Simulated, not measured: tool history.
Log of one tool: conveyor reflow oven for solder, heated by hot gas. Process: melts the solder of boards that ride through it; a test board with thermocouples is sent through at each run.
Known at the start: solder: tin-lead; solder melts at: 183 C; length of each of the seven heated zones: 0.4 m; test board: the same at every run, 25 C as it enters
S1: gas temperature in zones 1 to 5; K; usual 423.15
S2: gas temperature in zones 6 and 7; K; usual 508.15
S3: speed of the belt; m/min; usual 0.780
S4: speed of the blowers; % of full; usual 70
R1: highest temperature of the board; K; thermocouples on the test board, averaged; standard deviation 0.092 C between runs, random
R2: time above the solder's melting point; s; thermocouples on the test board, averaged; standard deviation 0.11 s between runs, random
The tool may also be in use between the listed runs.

{"run": 1, "day": 0.0, "S1": 423.15, "S2": 508.15, "S3": 0.78, "S4": 70, "R1": 488.2, "R2": 47.7}
{"run": 2, "day": 0.525, "S1": 423.15, "S2": 508.15, "S3": 0.78, "S4": 70, "R1": 488.36, "R2": 47.6}
{"run": 3, "day": 0.883, "S1": 425.15, "S2": 508.15, "S3": 0.78, "S4": 70, "R1": 488.92, "R2": 48.7}
{"run": 4, "day": 1.362, "S1": 425.15, "S2": 508.15, "S3": 0.78, "S4": 70, "R1": 488.62, "R2": 48.5}
{"run": 5, "day": 1.854, "S1": 412.15, "S2": 508.15, "S3": 0.78, "S4": 70, "R1": 485.6, "R2": 42.1}
{"run": 6, "day": 2.262, "S1": 412.15, "S2": 508.15, "S3": 0.78, "S4": 70, "R1": 485.65, "R2": 42.3}
{"run": 7, "day": 2.696, "S1": 423.15, "S2": 508.15, "S3": 0.78, "S4": 70, "R1": 488.5, "R2": 47.6}
{"run": 8, "day": 3.05, "S1": 423.15, "S2": 508.15, "S3": 0.78, "S4": 70, "R1": 488.32, "R2": 47.4}
{"run": 9, "day": 3.283, "S1": 423.15, "S2": 508.15, "S3": 0.78, "S4": 70, "R1": 488.21, "R2": 47.4}
{"run": 10, "day": 3.688, "S1": 423.15, "S2": 508.15, "S3": 0.675, "S4": 70, "R1": 492.93, "R2": 59.1}
{"run": 11, "day": 4.133, "S1": 423.15, "S2": 508.15, "S3": 0.675, "S4": 70, "R1": 492.87, "R2": 59.3}
{"run": 12, "day": 4.538, "S1": 423.15, "S2": 508.15, "S3": 0.78, "S4": 70, "R1": 488.18, "R2": 47.6}
{"run": 13, "day": 4.929, "S1": 423.15, "S2": 508.15, "S3": 0.78, "S4": 70, "R1": 488.16, "R2": 47.4}
{"run": 14, "day": 5.392, "S1": 423.15, "S2": 508.15, "S3": 0.78, "S4": 70, "R1": 488.05, "R2": 47.5}
{"run": 15, "day": 5.683, "S1": 423.15, "S2": 508.15, "S3": 0.78, "S4": 70, "R1": 488.27, "R2": 47.3}
{"run": 16, "day": 5.929, "S1": 423.15, "S2": 508.15, "S3": 0.78, "S4": 56, "R1": 484.3, "R2": 43.9}
{"run": 17, "day": 6.425, "S1": 419.15, "S2": 518.15, "S3": 0.78, "S4": 70, "R1": 495.14, "R2": 50.7}
{"day": 6.971, "done": "flux residue cleaned out of gas plates and filters"}
{"run": 18, "day": 7.075, "S1": 423.15, "S2": 506.15, "S3": 0.78, "S4": 56, "R1": 483.67, "R2": 43.5}
{"run": 19, "day": 7.421, "S1": 423.15, "S2": 506.15, "S3": 0.78, "S4": 56, "R1": 483.72, "R2": 43.7}
{"run": 20, "day": 7.654, "S1": 423.15, "S2": 502.15, "S3": 0.78, "S4": 56, "R1": 480.66, "R2": 40.9}
{"run": 21, "day": 8.117, "S1": 433.15, "S2": 513.15, "S3": 0.78, "S4": 70, "R1": 495.24, "R2": 55.7}
{"run": 22, "day": 8.558, "S1": 410.15, "S2": 504.15, "S3": 0.621, "S4": 76, "R1": 491.58, "R2": 59.1}
{"run": 23, "day": 8.988, "S1": 429.15, "S2": 497.15, "S3": 0.621, "S4": 76, "R1": 488.01, "R2": 64.9}
{"run": 24, "day": 9.3, "S1": 420.15, "S2": 510.15, "S3": 0.823, "S4": 58, "R1": 484.36, "R2": 40.7}
{"run": 25, "day": 9.65, "S1": 421.15, "S2": 515.15, "S3": 0.671, "S4": 70, "R1": 499.26, "R2": 62.5}
{"run": 26, "day": 10.15, "S1": 415.15, "S2": 515.15, "S3": 0.757, "S4": 79, "R1": 495.99, "R2": 51.7}
{"run": 27, "day": 10.65, "S1": 415.15, "S2": 515.15, "S3": 0.757, "S4": 79, "R1": 496.11, "R2": 51.6}
{"run": 28, "day": 11.112, "S1": 436.15, "S2": 502.15, "S3": 0.679, "S4": 57, "R1": 488.16, "R2": 61.4}
{"run": 29, "day": 11.567, "S1": 437.15, "S2": 506.15, "S3": 0.78, "S4": 66, "R1": 489.71, "R2": 54.5}
{"run": 30, "day": 12.071, "S1": 437.15, "S2": 506.15, "S3": 0.78, "S4": 66, "R1": 489.87, "R2": 54.3}

Here are 3 independent what-if runs from the current tool condition. What would each one return?
{"run": "A", "day": 12.371, "S1": 430.15, "S2": 502.15, "S3": 0.78, "S4": 64, "R1": "?", "R2": "?"}
{"run": "B", "day": 12.371, "S1": 409.15, "S2": 508.15, "S3": 0.939, "S4": 51, "R1": "?", "R2": "?"}
{"run": "C", "day": 12.371, "S1": 423.15, "S2": 506.15, "S3": 0.834, "S4": 56, "R1": "?", "R2": "?"}

run=A R1=484.35 R2=47.6
run=B R1=470.56 R2=20.1
run=C R1=480.79 R2=38.0
Without the tool's hidden state the same runs would have given:
run=A R1=483.83 R2=47.0
run=B R1=470.31 R2=19.8
run=C R1=480.38 R2=37.6
